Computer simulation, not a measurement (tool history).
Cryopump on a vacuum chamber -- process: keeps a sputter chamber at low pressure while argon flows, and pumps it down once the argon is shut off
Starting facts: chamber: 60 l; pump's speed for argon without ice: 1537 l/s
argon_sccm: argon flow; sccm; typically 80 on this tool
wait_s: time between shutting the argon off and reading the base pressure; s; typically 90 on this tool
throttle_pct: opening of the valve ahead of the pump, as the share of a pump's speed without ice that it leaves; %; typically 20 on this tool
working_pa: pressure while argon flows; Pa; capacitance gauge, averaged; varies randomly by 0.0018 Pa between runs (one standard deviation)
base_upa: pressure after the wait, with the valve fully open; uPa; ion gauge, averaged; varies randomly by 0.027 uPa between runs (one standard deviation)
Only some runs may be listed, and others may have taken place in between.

Run 1, hour 0: usual settings. Result: working_pa 0.4373 Pa, base_upa 1.57 uPa.
Run 2, hour 41.1: usual settings but argon_sccm 33 sccm. Result: working_pa 0.1815 Pa, base_upa 1.54 uPa.
Run 3, hour 86.8: usual settings. Result: working_pa 0.4431 Pa, base_upa 1.51 uPa.
Run 4, hour 131.8: usual settings but throttle_pct 51 %. Result: working_pa 0.1753 Pa, base_upa 1.59 uPa.
Run 5, hour 191.9: usual settings but throttle_pct 51 %. Result: working_pa 0.1768 Pa, base_upa 1.57 uPa.
Run 6, hour 236.1: usual settings but throttle_pct 51 %. Result: working_pa 0.1762 Pa, base_upa 1.55 uPa.
Run 7, hour 304.4: usual settings. Result: working_pa 0.4434 Pa, base_upa 1.57 uPa.
Run 8, hour 365.9: usual settings but throttle_pct 24 %. Result: working_pa 0.371 Pa, base_upa 1.62 uPa.
Run 9, hour 441: usual settings but throttle_pct 24 %. Result: working_pa 0.3728 Pa, base_upa 1.67 uPa.
Run 10, hour 486.3: usual settings but throttle_pct 24 %. Result: working_pa 0.3739 Pa, base_upa 1.67 uPa.
Run 11, hour 559.3: usual settings. Result: working_pa 0.4477 Pa, base_upa 1.63 uPa.
Run 12, hour 603.5: usual settings. Result: working_pa 0.4497 Pa, base_upa 1.66 uPa.
Run 13, hour 671: usual settings. Result: working_pa 0.4521 Pa, base_upa 1.72 uPa.
Run 14, hour 723.9: usual settings but throttle_pct 31 %. Result: working_pa 0.2945 Pa, base_upa 1.67 uPa.
Run 15, hour 796.1: usual settings but throttle_pct 31 %. Result: working_pa 0.2955 Pa, base_upa 1.68 uPa.
Run 16, hour 874.4: usual settings but throttle_pct 30 %. Result: working_pa 0.3068 Pa, base_upa 1.68 uPa.
Run 17, hour 936.2: usual settings but argon_sccm 98 sccm. Result: working_pa 0.5562 Pa, base_upa 1.75 uPa.
Run 18, hour 1017.6: usual settings but argon_sccm 98 sccm. Result: working_pa 0.5548 Pa, base_upa 1.8 uPa.
Run 19, hour 1085.5: usual settings but argon_sccm 98 sccm. Result: working_pa 0.5576 Pa, base_upa 1.86 uPa.
Run 20, hour 1129.5: usual settings but argon_sccm 98 sccm. Result: working_pa 0.5574 Pa, base_upa 1.8 uPa.
Run 21, hour 1174.1: usual settings but wait_s 239 s, throttle_pct 38 %. Result: working_pa 0.249 Pa, base_upa 1.21 uPa.
Run 22, hour 1217.1: usual settings but argon_sccm 38 sccm, throttle_pct 30 %. Result: working_pa 0.1474 Pa, base_upa 1.83 uPa.
Run 23, hour 1253.8: usual settings but argon_sccm 85 sccm, wait_s 223 s. Result: working_pa 0.4868 Pa, base_upa 1.31 uPa.
Run 24, hour 1300.3: usual settings but argon_sccm 137 sccm, throttle_pct 32 %. Result: working_pa 0.5038 Pa, base_upa 1.81 uPa.
Run 25, hour 1346.7: usual settings but argon_sccm 137 sccm, throttle_pct 32 %. Result: working_pa 0.5074 Pa, base_upa 1.9 uPa.
Run 26, hour 1404.9: usual settings but argon_sccm 55 sccm, wait_s 64 s, throttle_pct 24 %. Result: working_pa 0.2671 Pa, base_upa 2.29 uPa.
Run 27, hour 1485.3: usual settings but argon_sccm 55 sccm, wait_s 64 s, throttle_pct 24 %. Result: working_pa 0.2677 Pa, base_upa 2.29 uPa.
Run 28, hour 1528.3: usual settings but argon_sccm 55 sccm, wait_s 64 s, throttle_pct 24 %. Result: working_pa 0.267 Pa, base_upa 2.32 uPa.
Run 29, hour 1609.9: usual settings but argon_sccm 139 sccm, wait_s 190 s, throttle_pct 31 %. Result: working_pa 0.5348 Pa, base_upa 1.47 uPa.
Run 30, hour 1665.1: usual settings but argon_sccm 67 sccm, wait_s 24 s. Result: working_pa 0.3893 Pa, base_upa 4.73 uPa.
Run 31, hour 1713.3: usual settings but argon_sccm 76 sccm, wait_s 20 s. Result: working_pa 0.4447 Pa, base_upa 5.32 uPa.
Run 32, hour 1774.7: usual settings but argon_sccm 130 sccm, wait_s 20 s, throttle_pct 18 %. Result: working_pa 0.8394 Pa, base_upa 5.36 uPa.
Run 33, hour 1859.2: usual settings but argon_sccm 60 sccm, wait_s 147 s, throttle_pct 31 %. Result: working_pa 0.235 Pa, base_upa 1.67 uPa.
At hour 1902.9: pump warmed up, emptied and cooled again.
Run 34, hour 1935.8: usual settings but argon_sccm 51 sccm, wait_s 55 s, throttle_pct 23 %. Result: working_pa 0.2448 Pa, base_upa 2.35 uPa.
Run 35, hour 1989.7: usual settings but throttle_pct 21 %. Result: working_pa 0.4215 Pa, base_upa 1.74 uPa.

Some steps in working_pa, run to run, broken into two amounts with sign: the step expected even without the hidden condition (settings, incoming material, random variation), and the rest, left for the hidden condition together with whatever gauge scatter is not in both the measured and the hidden-condition-free result:
Hidden state at play: pump's speed, % of a pump's without ice; cold plate's temperature, K; leak into the chamber, uPa l/s; drift of the gauge itself on working_pa, %; drift of the gauge itself on base_upa, %.
Run 22 -> 23: argon_sccm 38 -> 85, wait_s 90 -> 223, throttle_pct 30 -> 20. working_pa +0.3394 Pa: hidden state +0.0116, all else +0.3278.
Run 28 -> 29: argon_sccm 55 -> 139, wait_s 64 -> 190, throttle_pct 24 -> 31. working_pa +0.2678 Pa: hidden state +0.0283, all else +0.2395.
Run 29 -> 30: argon_sccm 139 -> 67, wait_s 190 -> 24, throttle_pct 31 -> 20. working_pa -0.1455 Pa: hidden state -0.0224, all else -0.1231.
Run 31 -> 32: argon_sccm 76 -> 130, throttle_pct 20 -> 18. working_pa +0.3947 Pa: hidden state +0.0207, all else +0.374.
Run 32 -> 33: argon_sccm 130 -> 60, wait_s 20 -> 147, throttle_pct 18 -> 31. working_pa -0.6044 Pa: hidden state -0.0239, all else -0.5805.
